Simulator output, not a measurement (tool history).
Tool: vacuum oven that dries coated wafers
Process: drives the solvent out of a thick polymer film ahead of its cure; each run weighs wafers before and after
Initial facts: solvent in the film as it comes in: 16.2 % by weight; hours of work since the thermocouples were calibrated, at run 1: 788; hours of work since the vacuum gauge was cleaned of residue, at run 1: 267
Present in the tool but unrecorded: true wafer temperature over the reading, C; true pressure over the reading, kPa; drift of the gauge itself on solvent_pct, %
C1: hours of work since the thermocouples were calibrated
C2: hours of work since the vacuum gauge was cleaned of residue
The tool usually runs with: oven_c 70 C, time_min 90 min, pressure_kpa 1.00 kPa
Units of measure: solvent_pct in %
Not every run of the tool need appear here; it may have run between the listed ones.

{"run": 1, "hour": 0.0, "oven_c": 70, "time_min": 90, "pressure_kpa": 1.0, "C1": 788, "C2": 267, "solvent_pct": 2.48}
{"run": 2, "hour": 77.9, "oven_c": 70, "time_min": 90, "pressure_kpa": 1.08, "C1": 820, "C2": 299, "solvent_pct": 2.62}
{"run": 3, "hour": 133.8, "oven_c": 70, "time_min": 90, "pressure_kpa": 1.0, "C1": 843, "C2": 322, "solvent_pct": 2.53}
{"run": 4, "hour": 179.4, "oven_c": 70, "time_min": 90, "pressure_kpa": 1.0, "C1": 862, "C2": 341, "solvent_pct": 2.51}
{"run": 5, "hour": 265.6, "oven_c": 70, "time_min": 90, "pressure_kpa": 1.0, "C1": 897, "C2": 376, "solvent_pct": 2.52}
{"run": 6, "hour": 338.6, "oven_c": 65, "time_min": 90, "pressure_kpa": 1.0, "C1": 927, "C2": 406, "solvent_pct": 4.32}
{"run": 7, "hour": 377.0, "oven_c": 65, "time_min": 90, "pressure_kpa": 1.0, "C1": 943, "C2": 422, "solvent_pct": 4.27}
{"run": 8, "hour": 456.9, "oven_c": 65, "time_min": 90, "pressure_kpa": 1.0, "C1": 976, "C2": 455, "solvent_pct": 4.43}
{"run": 9, "hour": 503.1, "oven_c": 70, "time_min": 46, "pressure_kpa": 1.0, "C1": 995, "C2": 474, "solvent_pct": 5.25}
{"run": 10, "hour": 546.7, "oven_c": 70, "time_min": 90, "pressure_kpa": 1.0, "C1": 1013, "C2": 492, "solvent_pct": 2.63}
{"run": 11, "hour": 622.9, "oven_c": 80, "time_min": 90, "pressure_kpa": 1.0, "C1": 1044, "C2": 523, "solvent_pct": 0.79}
{"run": 12, "hour": 708.2, "oven_c": 70, "time_min": 90, "pressure_kpa": 1.0, "C1": 1079, "C2": 558, "solvent_pct": 2.63}
{"run": 13, "hour": 748.9, "oven_c": 70, "time_min": 90, "pressure_kpa": 1.0, "C1": 1096, "C2": 575, "solvent_pct": 2.66}
{"run": 14, "hour": 824.9, "oven_c": 70, "time_min": 91, "pressure_kpa": 1.0, "C1": 1127, "C2": 606, "solvent_pct": 2.65}
{"run": 15, "hour": 906.5, "oven_c": 70, "time_min": 66, "pressure_kpa": 1.0, "C1": 1161, "C2": 640, "solvent_pct": 3.81}
{"hour": 913.7, "done": "oven's thermocouples calibrated"}
{"run": 16, "hour": 996.8, "oven_c": 70, "time_min": 87, "pressure_kpa": 1.0, "C1": 34, "C2": 676, "solvent_pct": 2.91}
{"run": 17, "hour": 1049.7, "oven_c": 70, "time_min": 87, "pressure_kpa": 1.0, "C1": 56, "C2": 698, "solvent_pct": 3.01}
{"run": 18, "hour": 1142.4, "oven_c": 70, "time_min": 87, "pressure_kpa": 1.0, "C1": 94, "C2": 736, "solvent_pct": 3.01}
{"run": 19, "hour": 1234.4, "oven_c": 81, "time_min": 87, "pressure_kpa": 1.0, "C1": 132, "C2": 774, "solvent_pct": 0.87}
{"run": 20, "hour": 1319.4, "oven_c": 81, "time_min": 87, "pressure_kpa": 1.0, "C1": 167, "C2": 809, "solvent_pct": 0.91}
{"hour": 1359.4, "done": "oven's thermocouples calibrated, once more"}
{"run": 21, "hour": 1359.4, "oven_c": 81, "time_min": 87, "pressure_kpa": 1.0, "C1": 0, "C2": 825, "solvent_pct": 0.85}
{"run": 22, "hour": 1416.8, "oven_c": 81, "time_min": 87, "pressure_kpa": 1.15, "C1": 24, "C2": 848, "solvent_pct": 0.89}
{"run": 23, "hour": 1501.6, "oven_c": 70, "time_min": 90, "pressure_kpa": 1.0, "C1": 59, "C2": 883, "solvent_pct": 2.63}
{"run": 24, "hour": 1572.2, "oven_c": 84, "time_min": 90, "pressure_kpa": 1.0, "C1": 88, "C2": 912, "solvent_pct": 0.73}
{"run": 25, "hour": 1666.2, "oven_c": 84, "time_min": 90, "pressure_kpa": 1.0, "C1": 126, "C2": 951, "solvent_pct": 0.71}
{"run": 26, "hour": 1745.9, "oven_c": 66, "time_min": 133, "pressure_kpa": 0.63, "C1": 159, "C2": 984, "solvent_pct": 2.41}
{"run": 27, "hour": 1826.3, "oven_c": 62, "time_min": 150, "pressure_kpa": 1.29, "C1": 192, "C2": 1017, "solvent_pct": 3.87}
{"run": 28, "hour": 1870.5, "oven_c": 78, "time_min": 112, "pressure_kpa": 1.0, "C1": 210, "C2": 1035, "solvent_pct": 1.07}
{"run": 29, "hour": 1919.1, "oven_c": 68, "time_min": 139, "pressure_kpa": 2.08, "C1": 231, "C2": 1055, "solvent_pct": 3.06}
{"run": 30, "hour": 1985.7, "oven_c": 70, "time_min": 117, "pressure_kpa": 1.0, "C1": 258, "C2": 1083, "solvent_pct": 1.99}
{"run": 31, "hour": 2079.4, "oven_c": 70, "time_min": 112, "pressure_kpa": 0.79, "C1": 297, "C2": 1121, "solvent_pct": 2.07}
{"run": 32, "hour": 2153.0, "oven_c": 70, "time_min": 83, "pressure_kpa": 1.0, "C1": 327, "C2": 1152, "solvent_pct": 3.15}
{"run": 33, "hour": 2193.5, "oven_c": 67, "time_min": 81, "pressure_kpa": 1.0, "C1": 344, "C2": 1168, "solvent_pct": 4.2}
{"run": 34, "hour": 2254.4, "oven_c": 70, "time_min": 116, "pressure_kpa": 1.74, "C1": 369, "C2": 1193, "solvent_pct": 2.61}
{"run": 35, "hour": 2317.5, "oven_c": 70, "time_min": 90, "pressure_kpa": 2.72, "C1": 395, "C2": 1219, "solvent_pct": 4.05}
{"run": 36, "hour": 2359.5, "oven_c": 70, "time_min": 90, "pressure_kpa": 2.72, "C1": 412, "C2": 1237, "solvent_pct": 4.15}
{"run": 37, "hour": 2447.6, "oven_c": 78, "time_min": 90, "pressure_kpa": 1.87, "C1": 448, "C2": 1273, "solvent_pct": 1.74}
{"run": 38, "hour": 2541.1, "oven_c": 68, "time_min": 108, "pressure_kpa": 1.95, "C1": 487, "C2": 1311, "solvent_pct": 3.67}
{"run": 39, "hour": 2580.4, "oven_c": 68, "time_min": 108, "pressure_kpa": 1.95, "C1": 503, "C2": 1328, "solvent_pct": 3.7}
{"run": 40, "hour": 2634.2, "oven_c": 77, "time_min": 90, "pressure_kpa": 2.92, "C1": 525, "C2": 1350, "solvent_pct": 2.56}
{"run": 41, "hour": 2724.3, "oven_c": 70, "time_min": 90, "pressure_kpa": 0.91, "C1": 562, "C2": 1387, "solvent_pct": 2.86}
{"run": 42, "hour": 2795.3, "oven_c": 81, "time_min": 123, "pressure_kpa": 0.9, "C1": 591, "C2": 1416, "solvent_pct": 0.78}
{"run": 43, "hour": 2880.9, "oven_c": 81, "time_min": 123, "pressure_kpa": 0.9, "C1": 627, "C2": 1451, "solvent_pct": 0.82}
{"run": 44, "hour": 2956.6, "oven_c": 81, "time_min": 123, "pressure_kpa": 0.9, "C1": 658, "C2": 1483, "solvent_pct": 0.89}
{"run": 45, "hour": 3018.4, "oven_c": 81, "time_min": 79, "pressure_kpa": 0.58, "C1": 683, "C2": 1508, "solvent_pct": 0.9}
{"run": 46, "hour": 3102.4, "oven_c": 81, "time_min": 79, "pressure_kpa": 0.58, "C1": 718, "C2": 1543, "solvent_pct": 0.79}

Some steps in solvent_pct, run to run, broken into two amounts with sign: the step expected even without the hidden condition (settings, incoming material, random variation), and the rest, left for the hidden condition together with whatever gauge scatter is not in both the measured and the hidden-condition-free result:
Run 9 -> 10: time_min 46 -> 90. solvent_pct -2.62 %: hidden state -0.04, all else -2.58.
Run 18 -> 19: oven_c 70 -> 81. solvent_pct -2.14 %: hidden state -0.36, all else -1.78.
Run 25 -> 26: oven_c 84 -> 66, time_min 90 -> 133, pressure_kpa 1.00 -> 0.63. solvent_pct +1.70 %: hidden state +0.36, all else +1.34.
Run 27 -> 28: oven_c 62 -> 78, time_min 150 -> 112, pressure_kpa 1.29 -> 1.00. solvent_pct -2.80 %: hidden state -0.36, all else -2.44.
Run 36 -> 37: oven_c 70 -> 78, pressure_kpa 2.72 -> 1.87. solvent_pct -2.41 %: hidden state -0.25, all else -2.16.
